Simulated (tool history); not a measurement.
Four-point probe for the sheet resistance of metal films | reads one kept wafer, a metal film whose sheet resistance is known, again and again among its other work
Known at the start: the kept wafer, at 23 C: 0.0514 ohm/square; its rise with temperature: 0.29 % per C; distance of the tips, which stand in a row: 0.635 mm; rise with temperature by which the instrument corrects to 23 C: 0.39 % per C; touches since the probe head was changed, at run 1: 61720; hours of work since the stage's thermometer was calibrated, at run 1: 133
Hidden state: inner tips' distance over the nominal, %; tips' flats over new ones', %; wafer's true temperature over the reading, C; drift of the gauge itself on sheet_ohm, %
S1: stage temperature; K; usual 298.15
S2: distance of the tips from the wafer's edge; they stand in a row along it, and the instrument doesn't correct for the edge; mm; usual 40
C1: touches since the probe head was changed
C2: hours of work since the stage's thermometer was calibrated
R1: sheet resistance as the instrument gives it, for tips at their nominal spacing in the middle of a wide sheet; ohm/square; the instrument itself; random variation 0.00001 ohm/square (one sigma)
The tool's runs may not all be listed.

Run 1, hour 0.0: usual settings; C1 61720; C2 133. Result: R1 0.050839 ohm/square.
Run 2, hour 15.8: usual settings; C1 62198; C2 141. Result: R1 0.050822 ohm/square.
Run 3, hour 33.3: usual settings but S1 302.15 K; C1 62726; C2 149. Result: R1 0.050612 ohm/square.
Run 4, hour 50.6: usual settings but S1 302.15 K; C1 63248; C2 158. Result: R1 0.050612 ohm/square.
Run 5, hour 71.2: usual settings but S1 302.15 K; C1 63871; C2 168. Result: R1 0.050619 ohm/square.
Run 6, hour 86.2: usual settings but S2 6 mm; C1 64325; C2 175. Result: R1 0.051118 ohm/square.
Run 7, hour 104.9: usual settings but S2 6 mm; C1 64892; C2 185. Result: R1 0.051119 ohm/square.
Run 8, hour 114.9: usual settings but S2 6 mm; C1 65195; C2 190. Result: R1 0.051121 ohm/square.
Run 9, hour 132.6: usual settings but S2 6 mm; C1 65729; C2 198. Result: R1 0.051114 ohm/square.
Run 10, hour 152.1: usual settings but S2 6 mm; C1 66318; C2 208. Result: R1 0.051080 ohm/square.
Run 11, hour 164.0: usual settings but S2 6 mm; C1 66678; C2 214. Result: R1 0.051106 ohm/square.
Run 12, hour 174.3: usual settings but S2 4 mm; C1 66990; C2 219. Result: R1 0.051460 ohm/square.
Run 13, hour 196.7: usual settings; C1 67667; C2 230. Result: R1 0.050782 ohm/square.
At hour 215.4: new probe head fitted.
Run 14, hour 217.8: usual settings but S2 11 mm; C1 73; C2 239. Result: R1 0.051260 ohm/square.
Run 15, hour 229.0: usual settings but S2 4 mm; C1 411; C2 245. Result: R1 0.051871 ohm/square.
Run 16, hour 244.2: usual settings but S1 301.15 K; C1 870; C2 252. Result: R1 0.051006 ohm/square.
Run 17, hour 263.8: usual settings but S1 301.15 K; C1 1465; C2 262. Result: R1 0.051010 ohm/square.
Run 18, hour 285.3: usual settings but S1 304.15 K; C1 2115; C2 273. Result: R1 0.050853 ohm/square.
Run 19, hour 306.4: usual settings but S1 304.15 K; C1 2752; C2 283. Result: R1 0.050866 ohm/square.
Run 20, hour 330.9: usual settings but S1 304.15 K; C1 3494; C2 295. Result: R1 0.050841 ohm/square.
Run 21, hour 353.3: usual settings but S2 4 mm; C1 4169; C2 306. Result: R1 0.051826 ohm/square.
Run 22, hour 376.4: usual settings but S1 303.15 K, S2 31 mm; C1 4867; C2 317. Result: R1 0.050886 ohm/square.
Run 23, hour 397.3: usual settings but S1 303.15 K, S2 31 mm; C1 5501; C2 328. Result: R1 0.050891 ohm/square.
Run 24, hour 418.0: usual settings but S1 297.15 K, S2 46 mm; C1 6127; C2 338. Result: R1 0.051183 ohm/square.
Run 25, hour 429.7: usual settings but S1 297.15 K, S2 4 mm; C1 6480; C2 343. Result: R1 0.051873 ohm/square.
Run 26, hour 450.2: usual settings but S1 297.15 K, S2 14 mm; C1 7101; C2 353. Result: R1 0.051217 ohm/square.
At hour 452.3: stage's thermometer calibrated.
Run 27, hour 470.9: usual settings but S1 306.15 K, S2 18 mm; C1 7709; C2 9. Result: R1 0.050743 ohm/square.
Run 28, hour 483.1: usual settings but S1 301.15 K, S2 6 mm; C1 8081; C2 15. Result: R1 0.051262 ohm/square.
Run 29, hour 499.4: usual settings but S2 27 mm; C1 8573; C2 23. Result: R1 0.051116 ohm/square.
Run 30, hour 510.1: usual settings but S1 293.15 K, S2 5 mm; C1 8894; C2 28. Result: R1 0.051849 ohm/square.
At hour 526.5: stage's thermometer calibrated, once more.
Run 31, hour 526.5: usual settings but S1 292.15 K, S2 54 mm; C1 9375; C2 0. Result: R1 0.051404 ohm/square.
Run 32, hour 537.0: usual settings but S1 300.15 K, S2 54 mm; C1 9695; C2 5. Result: R1 0.050971 ohm/square.
Run 33, hour 555.0: usual settings but S2 59 mm; C1 10238; C2 14. Result: R1 0.051099 ohm/square.
Run 34, hour 576.5: usual settings but S1 297.15 K, S2 13 mm; C1 10887; C2 25. Result: R1 0.051183 ohm/square.
Run 35, hour 593.9: usual settings but S1 297.15 K, S2 13 mm; C1 11413; C2 33. Result: R1 0.051199 ohm/square.
Run 36, hour 611.2: usual settings but S1 297.15 K, S2 13 mm; C1 11937; C2 42. Result: R1 0.051196 ohm/square.
Run 37, hour 634.8: usual settings but S1 297.15 K, S2 13 mm; C1 12650; C2 53. Result: R1 0.051191 ohm/square.
Run 38, hour 658.7: usual settings but S2 15 mm; C1 13372; C2 65. Result: R1 0.051105 ohm/square.
Run 39, hour 673.7: usual settings but S2 58 mm; C1 13825; C2 72. Result: R1 0.051065 ohm/square.
Run 40, hour 696.0: usual settings but S2 58 mm; C1 14502; C2 83. Result: R1 0.051069 ohm/square.

How the hidden state differs across the entries between the runs, from the last listed run before each to the first after it:
Between runs 13 and 14: new probe head fitted (hour 215.4)
  inner tips' distance over the nominal, %: -0.939 -> -0.226; tips' flats over new ones', %: 80 -> 0
  measured less the result without the state, R1: -0.000515 -> -0.000119 ohm/square
Between runs 26 and 27: stage's thermometer calibrated (hour 452.3)
  inner tips' distance over the nominal, %: -0.326 -> -0.335; tips' flats over new ones', %: 8 -> 9; wafer's true temperature over the reading, C: 0.06 -> 0.09
  measured less the result without the state, R1: -0.000172 -> -0.000172 ohm/square
Between runs 30 and 31: stage's thermometer calibrated, once more (hour 526.5)
  inner tips' distance over the nominal, %: -0.353 -> -0.36; wafer's true temperature over the reading, C: 0.09 -> 0.01
  measured less the result without the state, R1: -0.000184 -> -0.000200 ohm/square
